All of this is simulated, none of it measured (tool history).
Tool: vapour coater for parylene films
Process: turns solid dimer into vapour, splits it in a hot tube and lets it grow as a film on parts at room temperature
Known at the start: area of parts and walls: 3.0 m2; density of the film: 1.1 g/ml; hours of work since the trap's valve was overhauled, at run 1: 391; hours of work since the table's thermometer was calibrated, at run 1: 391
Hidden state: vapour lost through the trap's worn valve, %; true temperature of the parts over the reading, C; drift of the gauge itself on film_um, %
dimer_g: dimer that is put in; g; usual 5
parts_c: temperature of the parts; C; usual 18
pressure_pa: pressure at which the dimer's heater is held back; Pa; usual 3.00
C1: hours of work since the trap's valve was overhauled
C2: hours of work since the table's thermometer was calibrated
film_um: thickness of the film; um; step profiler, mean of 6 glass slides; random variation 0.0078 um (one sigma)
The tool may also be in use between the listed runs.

run 1 hour=0.0 | dimer_g=5 parts_c=18 pressure_pa=3.00 | C1=391 C2=391 | film_um=0.959
-- hour=13.6 trap's valve overhauled
run 2 hour=44.1 | dimer_g=5 parts_c=18 pressure_pa=3.00 | C1=20 C2=417 | film_um=1.036
run 3 hour=102.9 | dimer_g=5 parts_c=18 pressure_pa=3.00 | C1=58 C2=455 | film_um=1.015
run 4 hour=179.4 | dimer_g=5 parts_c=18 pressure_pa=3.00 | C1=107 C2=504 | film_um=1.023
run 5 hour=237.9 | dimer_g=5 parts_c=18 pressure_pa=3.00 | C1=145 C2=542 | film_um=1.009
run 6 hour=283.3 | dimer_g=5 parts_c=18 pressure_pa=3.00 | C1=174 C2=572 | film_um=1.006
run 7 hour=319.8 | dimer_g=5 parts_c=13 pressure_pa=3.00 | C1=198 C2=595 | film_um=1.176
run 8 hour=380.2 | dimer_g=5 parts_c=18 pressure_pa=3.00 | C1=237 C2=634 | film_um=1.005
run 9 hour=415.5 | dimer_g=5 parts_c=18 pressure_pa=3.00 | C1=260 C2=657 | film_um=0.980
run 10 hour=450.6 | dimer_g=5 parts_c=18 pressure_pa=3.00 | C1=282 C2=680 | film_um=0.993
run 11 hour=490.8 | dimer_g=7 parts_c=18 pressure_pa=2.99 | C1=308 C2=706 | film_um=1.403

Forecast run 12:
run 12 hour=544.8 | dimer_g=7 parts_c=18 pressure_pa=2.99 | C1=343 C2=740 | film_um=?

Run 12 gave film_um 1.390 um.
Without the tool's hidden state the same run would have given film_um 1.436 um.
